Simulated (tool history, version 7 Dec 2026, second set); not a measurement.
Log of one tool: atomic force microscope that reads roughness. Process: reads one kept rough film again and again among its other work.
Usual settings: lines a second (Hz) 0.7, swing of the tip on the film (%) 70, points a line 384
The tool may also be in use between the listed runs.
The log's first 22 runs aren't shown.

run   hour  lines a second (Hz)  swing of the tip on the film (%)  points a line  roughness of the kept film (nm (root mean square))
 23  234.3                0.776                                70            946                                               4.198
 24  241.6                0.776                                70            946                                               4.163
 25  257.1                0.776                                70            650                                                4.19
 26  266.1                1.669                                89            462                                               3.679
 27  274.6                1.669                                89            462                                               3.642
 28  281.5                1.506                                70            384                                                4.02
 29  295.9                1.506                                70            384                                               4.025
 30  307.2                2.643                                55            315                                               4.049
 31  318.1                3.497                                73            288                                               3.597
 32  330.3                 0.98                                64            840                                               4.216
 33  343.5                 0.98                                64            840                                               4.199

Forecast each of these 5 alternatives for the next run:
  A   357                1.167                                70            384                                                   ?
  B   357                  0.7                                58            527                                                   ?
  C   357                1.206                                70            384                                                   ?
  D   357                1.548                                74            345                                                   ?
  E   357                 0.98                                64            726                                                   ?

run  roughness of the kept film (nm (root mean square))
  A                                               4.042
  B                                               4.237
  C                                               4.078
  D                                               3.929
  E                                               4.199
Without the tool's hidden state the same runs would have given:
run  roughness of the kept film (nm (root mean square))
  A                                               4.051
  B                                               4.245
  C                                               4.086
  D                                               3.937
  E                                               4.207
